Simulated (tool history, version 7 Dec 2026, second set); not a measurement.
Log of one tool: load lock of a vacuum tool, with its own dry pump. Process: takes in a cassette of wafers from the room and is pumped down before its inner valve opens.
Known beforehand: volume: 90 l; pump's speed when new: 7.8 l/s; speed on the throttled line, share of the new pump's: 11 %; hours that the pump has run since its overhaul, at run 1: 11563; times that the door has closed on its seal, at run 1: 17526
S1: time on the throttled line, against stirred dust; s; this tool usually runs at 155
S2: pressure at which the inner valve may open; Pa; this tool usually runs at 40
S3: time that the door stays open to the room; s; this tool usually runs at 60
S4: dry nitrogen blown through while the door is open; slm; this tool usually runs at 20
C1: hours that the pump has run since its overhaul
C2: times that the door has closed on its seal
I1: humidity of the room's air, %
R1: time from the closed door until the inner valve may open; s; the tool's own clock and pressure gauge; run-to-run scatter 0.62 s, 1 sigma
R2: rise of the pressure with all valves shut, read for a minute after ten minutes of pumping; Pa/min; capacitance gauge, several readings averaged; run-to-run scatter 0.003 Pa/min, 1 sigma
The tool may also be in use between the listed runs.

{"run": 1, "day": 0.0, "S1": 155, "S2": 40, "S3": 60, "S4": 20, "C1": 11563, "C2": 17526, "I1": 47.2, "R1": 235.5, "R2": 0.181}
{"run": 2, "day": 15.017, "S1": 155, "S2": 40, "S3": 60, "S4": 20, "C1": 11923, "C2": 18348, "I1": 43.7, "R1": 237.6, "R2": 0.193}
{"run": 3, "day": 24.383, "S1": 155, "S2": 40, "S3": 60, "S4": 5, "C1": 12148, "C2": 18860, "I1": 46.4, "R1": 236.8, "R2": 0.208}
{"run": 4, "day": 42.942, "S1": 155, "S2": 40, "S3": 60, "S4": 5, "C1": 12593, "C2": 19875, "I1": 46.4, "R1": 237.6, "R2": 0.219}
{"run": 5, "day": 52.371, "S1": 155, "S2": 56, "S3": 60, "S4": 5, "C1": 12820, "C2": 20391, "I1": 46.2, "R1": 233.4, "R2": 0.224}
{"run": 6, "day": 60.904, "S1": 155, "S2": 40, "S3": 76, "S4": 20, "C1": 13025, "C2": 20858, "I1": 44.8, "R1": 238.9, "R2": 0.218}
{"run": 7, "day": 71.212, "S1": 155, "S2": 40, "S3": 60, "S4": 26, "C1": 13272, "C2": 21422, "I1": 41.7, "R1": 237.7, "R2": 0.233}
{"run": 8, "day": 86.288, "S1": 155, "S2": 40, "S3": 60, "S4": 26, "C1": 13634, "C2": 22247, "I1": 47.5, "R1": 238.8, "R2": 0.243}
{"run": 9, "day": 104.8, "S1": 155, "S2": 40, "S3": 60, "S4": 26, "C1": 14078, "C2": 23259, "I1": 46.2, "R1": 237.6, "R2": 0.25}
{"run": 10, "day": 124.483, "S1": 231, "S2": 40, "S3": 60, "S4": 20, "C1": 14550, "C2": 24336, "I1": 44.2, "R1": 305.8, "R2": 0.273}
{"run": 11, "day": 143.312, "S1": 155, "S2": 40, "S3": 60, "S4": 20, "C1": 15002, "C2": 25366, "I1": 44.7, "R1": 238.2, "R2": 0.285}
{"run": 12, "day": 161.258, "S1": 155, "S2": 40, "S3": 60, "S4": 20, "C1": 15433, "C2": 26348, "I1": 46.2, "R1": 238.8, "R2": 0.301}
{"run": 13, "day": 173.029, "S1": 155, "S2": 40, "S3": 31, "S4": 20, "C1": 15716, "C2": 26992, "I1": 46.7, "R1": 239.0, "R2": 0.314}
{"run": 14, "day": 189.317, "S1": 155, "S2": 48, "S3": 31, "S4": 20, "C1": 16106, "C2": 27883, "I1": 44.0, "R1": 238.5, "R2": 0.321}
{"run": 15, "day": 203.021, "S1": 155, "S2": 48, "S3": 31, "S4": 7, "C1": 16435, "C2": 28633, "I1": 44.9, "R1": 237.7, "R2": 0.338}
{"run": 16, "day": 218.633, "S1": 155, "S2": 40, "S3": 60, "S4": 20, "C1": 16810, "C2": 29487, "I1": 46.2, "R1": 239.6, "R2": 0.35}
{"run": 17, "day": 227.983, "S1": 155, "S2": 40, "S3": 60, "S4": 20, "C1": 17034, "C2": 29998, "I1": 50.4, "R1": 240.6, "R2": 0.358}
{"run": 18, "day": 239.192, "S1": 155, "S2": 40, "S3": 64, "S4": 20, "C1": 17303, "C2": 30611, "I1": 45.5, "R1": 240.9, "R2": 0.363}
{"run": 19, "day": 256.867, "S1": 207, "S2": 40, "S3": 64, "S4": 20, "C1": 17728, "C2": 31578, "I1": 45.6, "R1": 285.9, "R2": 0.391}
{"run": 20, "day": 272.546, "S1": 207, "S2": 40, "S3": 64, "S4": 20, "C1": 18104, "C2": 32436, "I1": 42.5, "R1": 286.4, "R2": 0.404}
{"run": 21, "day": 280.558, "S1": 155, "S2": 76, "S3": 87, "S4": 20, "C1": 18296, "C2": 32874, "I1": 45.4, "R1": 232.3, "R2": 0.407}
{"run": 22, "day": 299.888, "S1": 196, "S2": 40, "S3": 60, "S4": 43, "C1": 18760, "C2": 33932, "I1": 44.6, "R1": 276.5, "R2": 0.419}
{"run": 23, "day": 307.933, "S1": 196, "S2": 40, "S3": 60, "S4": 43, "C1": 18953, "C2": 34372, "I1": 45.9, "R1": 277.6, "R2": 0.424}
{"run": 24, "day": 317.846, "S1": 196, "S2": 40, "S3": 60, "S4": 43, "C1": 19191, "C2": 34914, "I1": 46.7, "R1": 277.5, "R2": 0.44}
{"run": 25, "day": 333.871, "S1": 163, "S2": 40, "S3": 104, "S4": 20, "C1": 19576, "C2": 35791, "I1": 48.3, "R1": 249.5, "R2": 0.47}
{"day": 345.783, "done": "dry pump taken out, an overhauled one fitted"}
{"run": 26, "day": 348.4, "S1": 163, "S2": 40, "S3": 104, "S4": 20, "C1": 63, "C2": 36572, "I1": 45.6, "R1": 236.6, "R2": 0.479}
{"run": 27, "day": 366.688, "S1": 116, "S2": 40, "S3": 208, "S4": 20, "C1": 502, "C2": 37573, "I1": 44.9, "R1": 195.3, "R2": 0.505}
{"run": 28, "day": 375.504, "S1": 116, "S2": 32, "S3": 208, "S4": 20, "C1": 713, "C2": 38055, "I1": 44.3, "R1": 198.1, "R2": 0.511}
{"run": 29, "day": 390.579, "S1": 116, "S2": 32, "S3": 208, "S4": 20, "C1": 1075, "C2": 38879, "I1": 42.1, "R1": 197.8, "R2": 0.541}
{"run": 30, "day": 400.225, "S1": 116, "S2": 32, "S3": 208, "S4": 20, "C1": 1307, "C2": 39407, "I1": 48.7, "R1": 198.1, "R2": 0.552}
{"run": 31, "day": 410.946, "S1": 116, "S2": 66, "S3": 129, "S4": 41, "C1": 1564, "C2": 39994, "I1": 42.9, "R1": 189.7, "R2": 0.547}
{"run": 32, "day": 421.967, "S1": 116, "S2": 66, "S3": 129, "S4": 41, "C1": 1828, "C2": 40597, "I1": 49.3, "R1": 189.9, "R2": 0.559}
{"run": 33, "day": 437.217, "S1": 250, "S2": 42, "S3": 26, "S4": 25, "C1": 2194, "C2": 41431, "I1": 48.3, "R1": 314.4, "R2": 0.566}
{"run": 34, "day": 450.604, "S1": 155, "S2": 40, "S3": 60, "S4": 12, "C1": 2516, "C2": 42163, "I1": 44.3, "R1": 231.1, "R2": 0.597}
{"run": 35, "day": 465.267, "S1": 155, "S2": 40, "S3": 141, "S4": 12, "C1": 2868, "C2": 42965, "I1": 40.3, "R1": 230.4, "R2": 0.628}
{"run": 36, "day": 479.721, "S1": 86, "S2": 40, "S3": 60, "S4": 20, "C1": 3214, "C2": 43756, "I1": 45.1, "R1": 169.0, "R2": 0.622}
{"run": 37, "day": 494.45, "S1": 86, "S2": 40, "S3": 60, "S4": 20, "C1": 3568, "C2": 44562, "I1": 44.8, "R1": 170.7, "R2": 0.643}
{"run": 38, "day": 504.829, "S1": 86, "S2": 40, "S3": 60, "S4": 20, "C1": 3817, "C2": 45130, "I1": 46.2, "R1": 170.1, "R2": 0.648}

Predict each of these 3 candidate next runs independently; none follows another, all start after run 38:
{"run": "A", "day": 516.096, "S1": 155, "S2": 55, "S3": 60, "S4": 14, "C1": 4087, "C2": 45746, "I1": 44.7, "R1": "?", "R2": "?"}
{"run": "B", "day": 516.096, "S1": 119, "S2": 40, "S3": 60, "S4": 20, "C1": 4087, "C2": 45746, "I1": 44.1, "R1": "?", "R2": "?"}
{"run": "C", "day": 516.096, "S1": 155, "S2": 45, "S3": 60, "S4": 20, "C1": 4087, "C2": 45746, "I1": 43.5, "R1": "?", "R2": "?"}

run=A R1=227.6 R2=0.654
run=B R1=199.8 R2=0.684
run=C R1=229.9 R2=0.664
Take away the tool's hidden state, keep each run's random variation, and the runs would have read:
run=A R1=225.0 R2=0.020
run=B R1=196.9 R2=0.024
run=C R1=227.2 R2=0.021
